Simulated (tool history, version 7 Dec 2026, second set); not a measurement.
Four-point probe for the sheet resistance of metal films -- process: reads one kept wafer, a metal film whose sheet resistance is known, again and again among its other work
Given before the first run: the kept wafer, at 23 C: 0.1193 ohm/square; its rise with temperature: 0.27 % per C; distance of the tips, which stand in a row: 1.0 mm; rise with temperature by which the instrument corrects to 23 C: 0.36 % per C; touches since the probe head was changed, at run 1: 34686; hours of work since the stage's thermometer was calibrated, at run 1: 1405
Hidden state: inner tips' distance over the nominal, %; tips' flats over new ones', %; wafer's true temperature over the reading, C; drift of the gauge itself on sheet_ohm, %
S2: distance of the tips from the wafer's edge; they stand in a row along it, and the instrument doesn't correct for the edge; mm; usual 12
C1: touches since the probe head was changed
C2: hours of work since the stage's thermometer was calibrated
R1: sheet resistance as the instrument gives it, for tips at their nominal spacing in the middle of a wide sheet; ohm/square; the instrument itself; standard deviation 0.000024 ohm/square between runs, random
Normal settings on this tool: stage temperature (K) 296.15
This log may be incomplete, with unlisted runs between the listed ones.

run 1 hour=0.0 | stage_temperature_(K)=296.15 S2=12 | C1=34686 C2=1405 | R1=0.120161
run 2 hour=25.3 | stage_temperature_(K)=302.15 S2=12 | C1=35789 C2=1423 | R1=0.119479
run 3 hour=51.6 | stage_temperature_(K)=302.15 S2=12 | C1=36934 C2=1441 | R1=0.119448
run 4 hour=81.3 | stage_temperature_(K)=302.15 S2=12 | C1=38223 C2=1461 | R1=0.119439
run 5 hour=106.3 | stage_temperature_(K)=302.15 S2=12 | C1=39311 C2=1479 | R1=0.119457
run 6 hour=122.0 | stage_temperature_(K)=307.15 S2=12 | C1=39996 C2=1490 | R1=0.118934
run 7 hour=153.2 | stage_temperature_(K)=296.15 S2=12 | C1=41354 C2=1511 | R1=0.120068
run 8 hour=182.5 | stage_temperature_(K)=296.15 S2=26 | C1=42629 C2=1532 | R1=0.119688
run 9 hour=212.1 | stage_temperature_(K)=296.15 S2=48 | C1=43920 C2=1552 | R1=0.119630
run 10 hour=234.2 | stage_temperature_(K)=296.15 S2=48 | C1=44882 C2=1568 | R1=0.119644
run 11 hour=260.5 | stage_temperature_(K)=296.15 S2=48 | C1=46025 C2=1586 | R1=0.119612
run 12 hour=273.3 | stage_temperature_(K)=296.15 S2=48 | C1=46583 C2=1595 | R1=0.119586
run 13 hour=288.9 | stage_temperature_(K)=296.15 S2=48 | C1=47262 C2=1606 | R1=0.119583
run 14 hour=307.9 | stage_temperature_(K)=296.15 S2=48 | C1=48088 C2=1619 | R1=0.119611
run 15 hour=324.2 | stage_temperature_(K)=296.15 S2=48 | C1=48800 C2=1630 | R1=0.119517
-- hour=327.7 stage's thermometer calibrated
run 16 hour=351.7 | stage_temperature_(K)=296.15 S2=48 | C1=49973 C2=17 | R1=0.119675
run 17 hour=382.7 | stage_temperature_(K)=296.15 S2=48 | C1=51325 C2=38 | R1=0.119630
run 18 hour=407.6 | stage_temperature_(K)=296.15 S2=12 | C1=52407 C2=56 | R1=0.119995
run 19 hour=426.5 | stage_temperature_(K)=304.15 S2=12 | C1=53230 C2=69 | R1=0.119112
-- hour=430.6 stage's thermometer calibrated, once more
run 20 hour=448.6 | stage_temperature_(K)=296.15 S2=12 | C1=54170 C2=13 | R1=0.119847
run 21 hour=469.9 | stage_temperature_(K)=296.15 S2=12 | C1=55097 C2=27 | R1=0.119857
run 22 hour=500.5 | stage_temperature_(K)=296.15 S2=12 | C1=56430 C2=49 | R1=0.119832
run 23 hour=528.9 | stage_temperature_(K)=296.15 S2=41 | C1=57666 C2=68 | R1=0.119446
run 24 hour=550.6 | stage_temperature_(K)=296.15 S2=41 | C1=58608 C2=83 | R1=0.119400
run 25 hour=579.9 | stage_temperature_(K)=296.15 S2=37 | C1=59886 C2=104 | R1=0.119406
run 26 hour=610.8 | stage_temperature_(K)=293.15 S2=11 | C1=61233 C2=125 | R1=0.120164
run 27 hour=634.5 | stage_temperature_(K)=293.15 S2=11 | C1=62262 C2=142 | R1=0.120194
run 28 hour=661.3 | stage_temperature_(K)=293.15 S2=11 | C1=63430 C2=160 | R1=0.120211
run 29 hour=688.7 | stage_temperature_(K)=293.15 S2=11 | C1=64623 C2=180 | R1=0.120138
run 30 hour=713.7 | stage_temperature_(K)=293.15 S2=11 | C1=65711 C2=197 | R1=0.120133
run 31 hour=727.5 | stage_temperature_(K)=297.15 S2=25 | C1=66313 C2=207 | R1=0.119284
run 32 hour=746.1 | stage_temperature_(K)=292.15 S2=9 | C1=67122 C2=219 | R1=0.120536
run 33 hour=774.5 | stage_temperature_(K)=305.15 S2=55 | C1=68359 C2=239 | R1=0.118330
run 34 hour=790.7 | stage_temperature_(K)=302.15 S2=55 | C1=69064 C2=250 | R1=0.118648
run 35 hour=815.6 | stage_temperature_(K)=295.15 S2=17 | C1=70145 C2=268 | R1=0.119583
run 36 hour=838.4 | stage_temperature_(K)=296.15 S2=8 | C1=71140 C2=284 | R1=0.120238
run 37 hour=859.0 | stage_temperature_(K)=299.15 S2=29 | C1=72036 C2=298 | R1=0.119022
run 38 hour=883.8 | stage_temperature_(K)=299.15 S2=29 | C1=73115 C2=315 | R1=0.118977
run 39 hour=906.7 | stage_temperature_(K)=293.15 S2=8 | C1=74112 C2=331 | R1=0.120533
run 40 hour=922.8 | stage_temperature_(K)=293.15 S2=8 | C1=74811 C2=342 | R1=0.120502
run 41 hour=954.4 | stage_temperature_(K)=293.15 S2=8 | C1=76186 C2=364 | R1=0.120508
run 42 hour=975.6 | stage_temperature_(K)=300.15 S2=59 | C1=77112 C2=379 | R1=0.118753
run 43 hour=1006.1 | stage_temperature_(K)=300.15 S2=59 | C1=78440 C2=400 | R1=0.118729
run 44 hour=1025.8 | stage_temperature_(K)=292.15 S2=42 | C1=79297 C2=414 | R1=0.119639
run 45 hour=1047.7 | stage_temperature_(K)=296.15 S2=13 | C1=80251 C2=429 | R1=0.119540

Here are 3 independent what-if runs from the current tool condition. What would each one return?
run A hour=1072.8 | stage_temperature_(K)=307.15 S2=52 | C1=81342 C2=447 | R1=?
run B hour=1072.8 | stage_temperature_(K)=296.15 S2=17 | C1=81342 C2=447 | R1=?
run C hour=1072.8 | stage_temperature_(K)=303.15 S2=20 | C1=81342 C2=447 | R1=?

run=A R1=0.118009
run=B R1=0.119331
run=C R1=0.118520
Without the tool's hidden state the same runs would have given:
run=A R1=0.118178
run=B R1=0.119501
run=C R1=0.118689
